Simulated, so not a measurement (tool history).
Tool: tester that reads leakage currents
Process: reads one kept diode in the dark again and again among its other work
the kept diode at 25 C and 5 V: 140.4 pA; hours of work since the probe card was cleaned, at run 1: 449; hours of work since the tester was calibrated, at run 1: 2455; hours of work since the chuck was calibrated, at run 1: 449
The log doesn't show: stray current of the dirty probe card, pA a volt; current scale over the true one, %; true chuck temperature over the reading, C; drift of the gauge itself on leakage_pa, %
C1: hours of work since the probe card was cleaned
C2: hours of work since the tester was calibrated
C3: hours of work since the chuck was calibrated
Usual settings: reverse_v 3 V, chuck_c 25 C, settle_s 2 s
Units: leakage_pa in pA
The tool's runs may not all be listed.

{"run": 1, "hour": 0.0, "reverse_v": 3, "chuck_c": 25, "settle_s": 2, "C1": 449, "C2": 2455, "C3": 449, "leakage_pa": 113.5}
{"run": 2, "hour": 217.5, "reverse_v": 3, "chuck_c": 25, "settle_s": 2, "C1": 536, "C2": 2542, "C3": 536, "leakage_pa": 114.42}
{"run": 3, "hour": 453.0, "reverse_v": 11.7, "chuck_c": 25, "settle_s": 2, "C1": 630, "C2": 2637, "C3": 630, "leakage_pa": 261.81}
{"hour": 544.8, "done": "tester calibrated"}
{"hour": 626.2, "done": "chuck's temperature calibrated"}
{"run": 4, "hour": 654.0, "reverse_v": 3, "chuck_c": 25, "settle_s": 3.76, "C1": 709, "C2": 43, "C3": 11, "leakage_pa": 109.42}
{"run": 5, "hour": 909.7, "reverse_v": 3, "chuck_c": 25, "settle_s": 3.76, "C1": 811, "C2": 145, "C3": 114, "leakage_pa": 111.2}
{"run": 6, "hour": 1063.1, "reverse_v": 3, "chuck_c": 25, "settle_s": 2, "C1": 873, "C2": 207, "C3": 175, "leakage_pa": 112.46}
{"hour": 1118.3, "done": "tester calibrated, once more"}
{"run": 7, "hour": 1224.2, "reverse_v": 3, "chuck_c": 44, "settle_s": 2, "C1": 936, "C2": 42, "C3": 239, "leakage_pa": 417.39}
{"run": 8, "hour": 1423.9, "reverse_v": 3, "chuck_c": 25, "settle_s": 0.51, "C1": 1016, "C2": 122, "C3": 319, "leakage_pa": 116.06}
{"run": 9, "hour": 1596.9, "reverse_v": 3, "chuck_c": 33, "settle_s": 2, "C1": 1086, "C2": 192, "C3": 388, "leakage_pa": 204.11}
{"run": 10, "hour": 1816.0, "reverse_v": 3, "chuck_c": 25, "settle_s": 3.65, "C1": 1174, "C2": 279, "C3": 476, "leakage_pa": 117.04}
{"run": 11, "hour": 1970.5, "reverse_v": 3, "chuck_c": 25, "settle_s": 3.65, "C1": 1235, "C2": 341, "C3": 538, "leakage_pa": 118.06}
{"run": 12, "hour": 2138.9, "reverse_v": 3, "chuck_c": 25, "settle_s": 3.65, "C1": 1303, "C2": 409, "C3": 605, "leakage_pa": 119.35}
{"run": 13, "hour": 2274.8, "reverse_v": 7.58, "chuck_c": 25, "settle_s": 2, "C1": 1357, "C2": 463, "C3": 660, "leakage_pa": 211.93}
{"hour": 2380.5, "done": "chuck's temperature calibrated"}
{"run": 14, "hour": 2506.5, "reverse_v": 7.58, "chuck_c": 25, "settle_s": 2, "C1": 1449, "C2": 555, "C3": 50, "leakage_pa": 196.95}
{"run": 15, "hour": 2707.9, "reverse_v": 7.58, "chuck_c": 25, "settle_s": 2, "C1": 1530, "C2": 636, "C3": 131, "leakage_pa": 199.93}
{"run": 16, "hour": 2882.3, "reverse_v": 7.58, "chuck_c": 25, "settle_s": 2, "C1": 1600, "C2": 706, "C3": 201, "leakage_pa": 203.17}
{"run": 17, "hour": 3008.4, "reverse_v": 7.58, "chuck_c": 25, "settle_s": 2, "C1": 1650, "C2": 756, "C3": 252, "leakage_pa": 203.64}
{"run": 18, "hour": 3203.1, "reverse_v": 7.58, "chuck_c": 25, "settle_s": 2, "C1": 1728, "C2": 834, "C3": 330, "leakage_pa": 207.02}
{"run": 19, "hour": 3387.0, "reverse_v": 3, "chuck_c": 25, "settle_s": 2, "C1": 1802, "C2": 908, "C3": 403, "leakage_pa": 118.83}
{"run": 20, "hour": 3532.7, "reverse_v": 3, "chuck_c": 25, "settle_s": 2, "C1": 1860, "C2": 966, "C3": 462, "leakage_pa": 119.76}
{"run": 21, "hour": 3747.8, "reverse_v": 3, "chuck_c": 25, "settle_s": 2, "C1": 1947, "C2": 1053, "C3": 548, "leakage_pa": 121.15}
{"run": 22, "hour": 3979.2, "reverse_v": 4.41, "chuck_c": 33, "settle_s": 4.32, "C1": 2039, "C2": 1145, "C3": 640, "leakage_pa": 268.26}
{"run": 23, "hour": 4084.1, "reverse_v": 14.71, "chuck_c": 26, "settle_s": 8.96, "C1": 2081, "C2": 1187, "C3": 682, "leakage_pa": 353.75}
{"hour": 4139.9, "done": "chuck's temperature calibrated"}
{"run": 24, "hour": 4287.0, "reverse_v": 14.71, "chuck_c": 37, "settle_s": 8.96, "C1": 2162, "C2": 1268, "C3": 59, "leakage_pa": 671.66}
{"run": 25, "hour": 4399.9, "reverse_v": 5.3, "chuck_c": 36, "settle_s": 2, "C1": 2207, "C2": 1313, "C3": 104, "leakage_pa": 344.27}
{"run": 26, "hour": 4506.1, "reverse_v": 5.3, "chuck_c": 36, "settle_s": 2, "C1": 2250, "C2": 1355, "C3": 147, "leakage_pa": 347.1}
{"hour": 4538.0, "done": "probe card cleaned and baked"}
{"run": 27, "hour": 4635.4, "reverse_v": 3, "chuck_c": 50, "settle_s": 0.3, "C1": 39, "C2": 1406, "C3": 197, "leakage_pa": 609.26}
{"run": 28, "hour": 4863.5, "reverse_v": 3, "chuck_c": 50, "settle_s": 0.3, "C1": 130, "C2": 1497, "C3": 289, "leakage_pa": 616.45}
{"run": 29, "hour": 5017.2, "reverse_v": 8.19, "chuck_c": 29, "settle_s": 0.99, "C1": 192, "C2": 1559, "C3": 350, "leakage_pa": 270.58}
{"run": 30, "hour": 5190.7, "reverse_v": 3, "chuck_c": 25, "settle_s": 5.6, "C1": 261, "C2": 1629, "C3": 420, "leakage_pa": 111.88}
{"run": 31, "hour": 5433.7, "reverse_v": 3, "chuck_c": 25, "settle_s": 5.6, "C1": 359, "C2": 1726, "C3": 517, "leakage_pa": 114.1}
{"run": 32, "hour": 5597.4, "reverse_v": 3, "chuck_c": 25, "settle_s": 5.6, "C1": 424, "C2": 1791, "C3": 583, "leakage_pa": 116.05}
{"run": 33, "hour": 5745.2, "reverse_v": 3, "chuck_c": 25, "settle_s": 5.6, "C1": 484, "C2": 1851, "C3": 642, "leakage_pa": 116.94}
{"hour": 5903.1, "done": "chuck's temperature calibrated"}
{"run": 34, "hour": 5944.8, "reverse_v": 18.22, "chuck_c": 25, "settle_s": 2, "C1": 563, "C2": 1930, "C3": 17, "leakage_pa": 314.56}
{"run": 35, "hour": 6158.4, "reverse_v": 18.22, "chuck_c": 25, "settle_s": 2, "C1": 648, "C2": 2015, "C3": 102, "leakage_pa": 321.45}
{"run": 36, "hour": 6407.7, "reverse_v": 7.86, "chuck_c": 25, "settle_s": 1.09, "C1": 748, "C2": 2115, "C3": 202, "leakage_pa": 196.95}
{"run": 37, "hour": 6587.4, "reverse_v": 14.97, "chuck_c": 26, "settle_s": 0.83, "C1": 820, "C2": 2187, "C3": 274, "leakage_pa": 317.8}
{"run": 38, "hour": 6832.8, "reverse_v": 14.97, "chuck_c": 27, "settle_s": 0.4, "C1": 918, "C2": 2285, "C3": 372, "leakage_pa": 352.94}
{"run": 39, "hour": 7036.2, "reverse_v": 14.97, "chuck_c": 27, "settle_s": 0.4, "C1": 1000, "C2": 2367, "C3": 454, "leakage_pa": 361.29}
{"run": 40, "hour": 7220.8, "reverse_v": 14.97, "chuck_c": 27, "settle_s": 0.4, "C1": 1074, "C2": 2441, "C3": 528, "leakage_pa": 363.49}

How the hidden state differs across the entries between the runs, from the last listed run before each to the first after it:
Between runs 3 and 4: tester calibrated (hour 544.8); chuck's temperature calibrated (hour 626.2)
  stray current of the dirty probe card, pA a volt: 0.925 -> 1.03; current scale over the true one, %: 0.55 -> 0.65; true chuck temperature over the reading, C: 1.04 -> 0.11
  measured less the result without the state, leakage_pa: +30.46 -> +4.6 pA
Between runs 6 and 7: tester calibrated, once more (hour 1118.3)
  stray current of the dirty probe card, pA a volt: 1.246 -> 1.332; current scale over the true one, %: 0.69 -> 0.07; true chuck temperature over the reading, C: 0.39 -> 0.51
  measured less the result without the state, leakage_pa: +7.57 -> +18 pA
Between runs 13 and 14: chuck's temperature calibrated (hour 2380.5)
  stray current of the dirty probe card, pA a volt: 1.914 -> 2.033; current scale over the true one, %: 0.18 -> 0.2; true chuck temperature over the reading, C: 1.19 -> 0.13
  measured less the result without the state, leakage_pa: +31.46 -> +17.3 pA
Between runs 23 and 24: chuck's temperature calibrated (hour 4139.9)
  stray current of the dirty probe card, pA a volt: 2.865 -> 2.968; current scale over the true one, %: 0.38 -> 0.4; true chuck temperature over the reading, C: 1.21 -> 0.13
  measured less the result without the state, leakage_pa: +69.84 -> +51.21 pA
Between runs 26 and 27: probe card cleaned and baked (hour 4538)
  stray current of the dirty probe card, pA a volt: 3.088 -> 0.07; current scale over the true one, %: 0.43 -> 0.44; true chuck temperature over the reading, C: 0.28 -> 0.36
  measured less the result without the state, leakage_pa: +24.1 -> +16.66 pA
Between runs 33 and 34: chuck's temperature calibrated (hour 5903.1)
  stray current of the dirty probe card, pA a volt: 0.654 -> 0.753; current scale over the true one, %: 0.56 -> 0.58; true chuck temperature over the reading, C: 1.11 -> -0.02
  measured less the result without the state, leakage_pa: +11.62 -> +14.62 pA

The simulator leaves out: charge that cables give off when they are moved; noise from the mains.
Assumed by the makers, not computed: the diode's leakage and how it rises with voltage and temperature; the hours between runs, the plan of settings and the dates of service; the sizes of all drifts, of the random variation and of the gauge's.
